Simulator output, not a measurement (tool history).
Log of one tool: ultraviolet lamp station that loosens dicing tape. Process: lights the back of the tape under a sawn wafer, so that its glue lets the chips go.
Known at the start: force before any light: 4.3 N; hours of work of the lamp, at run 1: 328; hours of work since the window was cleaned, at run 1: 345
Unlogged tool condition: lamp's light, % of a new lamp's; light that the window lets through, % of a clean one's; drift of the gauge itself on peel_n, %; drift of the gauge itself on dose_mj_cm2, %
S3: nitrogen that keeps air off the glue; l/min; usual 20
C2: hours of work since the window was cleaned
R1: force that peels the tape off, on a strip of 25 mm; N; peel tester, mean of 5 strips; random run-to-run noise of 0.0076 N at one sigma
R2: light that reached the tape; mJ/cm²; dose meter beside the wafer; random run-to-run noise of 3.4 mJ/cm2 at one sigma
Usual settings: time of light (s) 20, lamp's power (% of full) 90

run 1 day=0.000 | time_of_light_(s)=20 lamp's_power_(%_of_full)=90 S3=20 | hours_of_work_of_the_lamp=328 C2=345 | R1=0.298 R2=543
run 2 day=0.400 | time_of_light_(s)=20 lamp's_power_(%_of_full)=83 S3=20 | hours_of_work_of_the_lamp=333 C2=351 | R1=0.313 R2=505
run 3 day=1.083 | time_of_light_(s)=20 lamp's_power_(%_of_full)=83 S3=8 | hours_of_work_of_the_lamp=342 C2=360 | R1=0.419 R2=504
run 4 day=1.596 | time_of_light_(s)=20 lamp's_power_(%_of_full)=64 S3=20 | hours_of_work_of_the_lamp=349 C2=367 | R1=0.494 R2=392
-- day=1.779 window cleaned of glue's vapour
run 5 day=2.288 | time_of_light_(s)=20 lamp's_power_(%_of_full)=64 S3=20 | hours_of_work_of_the_lamp=358 C2=7 | R1=0.468 R2=388
run 6 day=2.646 | time_of_light_(s)=20 lamp's_power_(%_of_full)=64 S3=20 | hours_of_work_of_the_lamp=363 C2=12 | R1=0.483 R2=391
run 7 day=3.050 | time_of_light_(s)=20 lamp's_power_(%_of_full)=63 S3=20 | hours_of_work_of_the_lamp=368 C2=17 | R1=0.493 R2=390
run 8 day=3.850 | time_of_light_(s)=20 lamp's_power_(%_of_full)=63 S3=20 | hours_of_work_of_the_lamp=379 C2=28 | R1=0.492 R2=377
run 9 day=4.454 | time_of_light_(s)=20 lamp's_power_(%_of_full)=63 S3=20 | hours_of_work_of_the_lamp=387 C2=36 | R1=0.493 R2=383
run 10 day=4.929 | time_of_light_(s)=20 lamp's_power_(%_of_full)=79 S3=20 | hours_of_work_of_the_lamp=393 C2=42 | R1=0.364 R2=484
run 11 day=5.712 | time_of_light_(s)=20 lamp's_power_(%_of_full)=79 S3=20 | hours_of_work_of_the_lamp=404 C2=52 | R1=0.373 R2=483
run 12 day=6.488 | time_of_light_(s)=20 lamp's_power_(%_of_full)=79 S3=20 | hours_of_work_of_the_lamp=414 C2=63 | R1=0.341 R2=481
run 13 day=7.042 | time_of_light_(s)=20 lamp's_power_(%_of_full)=79 S3=20 | hours_of_work_of_the_lamp=421 C2=70 | R1=0.346 R2=487
run 14 day=7.592 | time_of_light_(s)=20 lamp's_power_(%_of_full)=85 S3=20 | hours_of_work_of_the_lamp=429 C2=77 | R1=0.326 R2=517
run 15 day=8.246 | time_of_light_(s)=20 lamp's_power_(%_of_full)=85 S3=20 | hours_of_work_of_the_lamp=437 C2=86 | R1=0.299 R2=519
run 16 day=9.038 | time_of_light_(s)=20 lamp's_power_(%_of_full)=66 S3=20 | hours_of_work_of_the_lamp=448 C2=96 | R1=0.454 R2=401
run 17 day=9.533 | time_of_light_(s)=20 lamp's_power_(%_of_full)=66 S3=8 | hours_of_work_of_the_lamp=455 C2=103 | R1=0.631 R2=399
run 18 day=10.017 | time_of_light_(s)=20 lamp's_power_(%_of_full)=66 S3=8 | hours_of_work_of_the_lamp=461 C2=110 | R1=0.633 R2=404
run 19 day=10.654 | time_of_light_(s)=20 lamp's_power_(%_of_full)=66 S3=8 | hours_of_work_of_the_lamp=469 C2=118 | R1=0.606 R2=398
run 20 day=11.221 | time_of_light_(s)=14 lamp's_power_(%_of_full)=66 S3=8 | hours_of_work_of_the_lamp=477 C2=126 | R1=1.071 R2=280
run 21 day=11.788 | time_of_light_(s)=14 lamp's_power_(%_of_full)=66 S3=8 | hours_of_work_of_the_lamp=485 C2=133 | R1=1.044 R2=277
run 22 day=12.296 | time_of_light_(s)=20 lamp's_power_(%_of_full)=61 S3=20 | hours_of_work_of_the_lamp=491 C2=140 | R1=0.531 R2=370
run 23 day=12.658 | time_of_light_(s)=27 lamp's_power_(%_of_full)=68 S3=8 | hours_of_work_of_the_lamp=496 C2=145 | R1=0.388 R2=559
run 24 day=13.300 | time_of_light_(s)=27 lamp's_power_(%_of_full)=68 S3=8 | hours_of_work_of_the_lamp=505 C2=153 | R1=0.365 R2=560
run 25 day=13.900 | time_of_light_(s)=27 lamp's_power_(%_of_full)=68 S3=8 | hours_of_work_of_the_lamp=513 C2=161 | R1=0.358 R2=556
run 26 day=14.567 | time_of_light_(s)=27 lamp's_power_(%_of_full)=91 S3=36 | hours_of_work_of_the_lamp=522 C2=170 | R1=0.198 R2=747
run 27 day=15.179 | time_of_light_(s)=15 lamp's_power_(%_of_full)=90 S3=20 | hours_of_work_of_the_lamp=530 C2=178 | R1=0.456 R2=413
run 28 day=15.646 | time_of_light_(s)=15 lamp's_power_(%_of_full)=90 S3=20 | hours_of_work_of_the_lamp=536 C2=184 | R1=0.434 R2=411
run 29 day=16.242 | time_of_light_(s)=17 lamp's_power_(%_of_full)=65 S3=30 | hours_of_work_of_the_lamp=544 C2=192 | R1=0.576 R2=333
run 30 day=16.588 | time_of_light_(s)=14 lamp's_power_(%_of_full)=73 S3=13 | hours_of_work_of_the_lamp=548 C2=197 | R1=0.792 R2=310
run 31 day=17.179 | time_of_light_(s)=14 lamp's_power_(%_of_full)=73 S3=13 | hours_of_work_of_the_lamp=556 C2=205 | R1=0.798 R2=307
run 32 day=17.575 | time_of_light_(s)=16 lamp's_power_(%_of_full)=90 S3=14 | hours_of_work_of_the_lamp=562 C2=210 | R1=0.443 R2=436
run 33 day=18.092 | time_of_light_(s)=20 lamp's_power_(%_of_full)=92 S3=25 | hours_of_work_of_the_lamp=568 C2=217 | R1=0.276 R2=557
run 34 day=18.750 | time_of_light_(s)=21 lamp's_power_(%_of_full)=67 S3=20 | hours_of_work_of_the_lamp=577 C2=226 | R1=0.415 R2=429
run 35 day=19.267 | time_of_light_(s)=21 lamp's_power_(%_of_full)=64 S3=13 | hours_of_work_of_the_lamp=584 C2=233 | R1=0.529 R2=409
run 36 day=19.825 | time_of_light_(s)=20 lamp's_power_(%_of_full)=85 S3=15 | hours_of_work_of_the_lamp=591 C2=240 | R1=0.337 R2=522
run 37 day=20.529 | time_of_light_(s)=20 lamp's_power_(%_of_full)=85 S3=15 | hours_of_work_of_the_lamp=601 C2=249 | R1=0.345 R2=514
run 38 day=21.229 | time_of_light_(s)=20 lamp's_power_(%_of_full)=85 S3=15 | hours_of_work_of_the_lamp=610 C2=259 | R1=0.348 R2=513
run 39 day=21.717 | time_of_light_(s)=11 lamp's_power_(%_of_full)=96 S3=32 | hours_of_work_of_the_lamp=617 C2=265 | R1=0.590 R2=315
run 40 day=22.167 | time_of_light_(s)=30 lamp's_power_(%_of_full)=98 S3=36 | hours_of_work_of_the_lamp=623 C2=271 | R1=0.187 R2=892
run 41 day=22.612 | time_of_light_(s)=30 lamp's_power_(%_of_full)=98 S3=36 | hours_of_work_of_the_lamp=628 C2=277 | R1=0.201 R2=895
run 42 day=23.108 | time_of_light_(s)=31 lamp's_power_(%_of_full)=69 S3=24 | hours_of_work_of_the_lamp=635 C2=284 | R1=0.223 R2=646
run 43 day=23.521 | time_of_light_(s)=32 lamp's_power_(%_of_full)=90 S3=11 | hours_of_work_of_the_lamp=641 C2=289 | R1=0.206 R2=877

Forecast each of these 4 alternatives for the next run:
run A day=24.296 | time_of_light_(s)=32 lamp's_power_(%_of_full)=77 S3=19 | hours_of_work_of_the_lamp=651 C2=299 | R1=? R2=?
run B day=24.296 | time_of_light_(s)=32 lamp's_power_(%_of_full)=74 S3=21 | hours_of_work_of_the_lamp=651 C2=299 | R1=? R2=?
run C day=24.296 | time_of_light_(s)=14 lamp's_power_(%_of_full)=90 S3=10 | hours_of_work_of_the_lamp=651 C2=299 | R1=? R2=?
run D day=24.296 | time_of_light_(s)=20 lamp's_power_(%_of_full)=96 S3=13 | hours_of_work_of_the_lamp=651 C2=299 | R1=? R2=?

run=A R1=0.204 R2=754
run=B R1=0.212 R2=721
run=C R1=0.608 R2=384
run=D R1=0.292 R2=583
Without the tool's unlogged condition, the same runs would have read:
run=A R1=0.204 R2=756
run=B R1=0.211 R2=723
run=C R1=0.605 R2=385
run=D R1=0.291 R2=585

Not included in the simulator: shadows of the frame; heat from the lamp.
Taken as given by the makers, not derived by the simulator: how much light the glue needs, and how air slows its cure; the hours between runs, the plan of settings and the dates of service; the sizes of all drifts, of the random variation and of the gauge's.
